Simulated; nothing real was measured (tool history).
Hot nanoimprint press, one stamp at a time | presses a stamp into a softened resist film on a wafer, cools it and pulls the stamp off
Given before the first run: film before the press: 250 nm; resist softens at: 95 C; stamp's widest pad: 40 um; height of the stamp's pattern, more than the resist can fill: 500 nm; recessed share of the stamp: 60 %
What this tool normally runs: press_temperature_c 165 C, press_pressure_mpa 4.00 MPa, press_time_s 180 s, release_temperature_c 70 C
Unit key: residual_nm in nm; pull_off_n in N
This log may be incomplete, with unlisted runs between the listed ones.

{"run": 1, "day": 0.0, "press_temperature_c": 165, "press_pressure_mpa": 4.0, "press_time_s": 180, "release_temperature_c": 70, "residual_nm": 100.9, "pull_off_n": 255}
{"run": 2, "day": 0.508, "press_temperature_c": 165, "press_pressure_mpa": 4.0, "press_time_s": 180, "release_temperature_c": 70, "residual_nm": 100.5, "pull_off_n": 254}
{"run": 3, "day": 1.058, "press_temperature_c": 165, "press_pressure_mpa": 4.0, "press_time_s": 332, "release_temperature_c": 70, "residual_nm": 78.5, "pull_off_n": 255}
{"run": 4, "day": 1.85, "press_temperature_c": 165, "press_pressure_mpa": 4.0, "press_time_s": 332, "release_temperature_c": 70, "residual_nm": 78.5, "pull_off_n": 266}
{"run": 5, "day": 2.588, "press_temperature_c": 165, "press_pressure_mpa": 4.0, "press_time_s": 332, "release_temperature_c": 70, "residual_nm": 78.6, "pull_off_n": 264}
{"run": 6, "day": 3.35, "press_temperature_c": 162, "press_pressure_mpa": 4.0, "press_time_s": 180, "release_temperature_c": 70, "residual_nm": 115.5, "pull_off_n": 266}
{"day": 3.675, "done": "stamp cleaned and given a new release coat"}
{"run": 7, "day": 4.129, "press_temperature_c": 162, "press_pressure_mpa": 4.0, "press_time_s": 180, "release_temperature_c": 70, "residual_nm": 114.1, "pull_off_n": 213}
{"run": 8, "day": 5.05, "press_temperature_c": 162, "press_pressure_mpa": 4.0, "press_time_s": 180, "release_temperature_c": 70, "residual_nm": 114.3, "pull_off_n": 210}
{"run": 9, "day": 5.912, "press_temperature_c": 165, "press_pressure_mpa": 4.0, "press_time_s": 180, "release_temperature_c": 62, "residual_nm": 98.1, "pull_off_n": 257}
{"run": 10, "day": 6.479, "press_temperature_c": 165, "press_pressure_mpa": 4.0, "press_time_s": 180, "release_temperature_c": 62, "residual_nm": 98.4, "pull_off_n": 263}
{"run": 11, "day": 7.033, "press_temperature_c": 165, "press_pressure_mpa": 4.0, "press_time_s": 180, "release_temperature_c": 62, "residual_nm": 99.7, "pull_off_n": 271}
{"run": 12, "day": 7.554, "press_temperature_c": 171, "press_pressure_mpa": 4.0, "press_time_s": 180, "release_temperature_c": 62, "residual_nm": 74.5, "pull_off_n": 268}
{"run": 13, "day": 8.442, "press_temperature_c": 171, "press_pressure_mpa": 4.0, "press_time_s": 180, "release_temperature_c": 78, "residual_nm": 72.7, "pull_off_n": 172}
{"run": 14, "day": 9.021, "press_temperature_c": 165, "press_pressure_mpa": 4.0, "press_time_s": 180, "release_temperature_c": 76, "residual_nm": 97.3, "pull_off_n": 191}
{"run": 15, "day": 9.688, "press_temperature_c": 165, "press_pressure_mpa": 4.82, "press_time_s": 311, "release_temperature_c": 70, "residual_nm": 71.0, "pull_off_n": 236}
{"run": 16, "day": 10.179, "press_temperature_c": 162, "press_pressure_mpa": 5.93, "press_time_s": 205, "release_temperature_c": 76, "residual_nm": 87.9, "pull_off_n": 202}
{"run": 17, "day": 10.783, "press_temperature_c": 168, "press_pressure_mpa": 4.0, "press_time_s": 180, "release_temperature_c": 65, "residual_nm": 85.4, "pull_off_n": 270}
{"run": 18, "day": 11.496, "press_temperature_c": 165, "press_pressure_mpa": 5.39, "press_time_s": 172, "release_temperature_c": 65, "residual_nm": 85.5, "pull_off_n": 270}
{"run": 19, "day": 12.046, "press_temperature_c": 165, "press_pressure_mpa": 6.38, "press_time_s": 172, "release_temperature_c": 65, "residual_nm": 77.8, "pull_off_n": 277}
{"run": 20, "day": 12.512, "press_temperature_c": 157, "press_pressure_mpa": 6.08, "press_time_s": 226, "release_temperature_c": 68, "residual_nm": 107.8, "pull_off_n": 257}
{"run": 21, "day": 13.3, "press_temperature_c": 165, "press_pressure_mpa": 3.95, "press_time_s": 180, "release_temperature_c": 67, "residual_nm": 97.3, "pull_off_n": 261}
{"run": 22, "day": 14.158, "press_temperature_c": 165, "press_pressure_mpa": 3.95, "press_time_s": 180, "release_temperature_c": 67, "residual_nm": 95.6, "pull_off_n": 282}
{"run": 23, "day": 15.129, "press_temperature_c": 165, "press_pressure_mpa": 4.0, "press_time_s": 213, "release_temperature_c": 66, "residual_nm": 91.0, "pull_off_n": 291}
{"day": 16.392, "done": "stamp cleaned and given a new release coat"}
{"run": 24, "day": 16.404, "press_temperature_c": 165, "press_pressure_mpa": 6.24, "press_time_s": 213, "release_temperature_c": 66, "residual_nm": 72.3, "pull_off_n": 219}

What if the next run were any one of these 3? Each begins from the tool's condition after run 24:
{"run": "A", "day": 16.912, "press_temperature_c": 169, "press_pressure_mpa": 6.24, "press_time_s": 213, "release_temperature_c": 67, "residual_nm": "?", "pull_off_n": "?"}
{"run": "B", "day": 16.912, "press_temperature_c": 165, "press_pressure_mpa": 6.29, "press_time_s": 171, "release_temperature_c": 63, "residual_nm": "?", "pull_off_n": "?"}
{"run": "C", "day": 16.912, "press_temperature_c": 164, "press_pressure_mpa": 4.5, "press_time_s": 180, "release_temperature_c": 73, "residual_nm": "?", "pull_off_n": "?"}

run=A residual_nm=59.4 pull_off_n=216
run=B residual_nm=78.4 pull_off_n=239
run=C residual_nm=94.1 pull_off_n=180
Without the tool's unlogged condition, the same runs would have read:
run=A residual_nm=63.1 pull_off_n=226
run=B residual_nm=83.6 pull_off_n=249
run=C residual_nm=101.6 pull_off_n=191
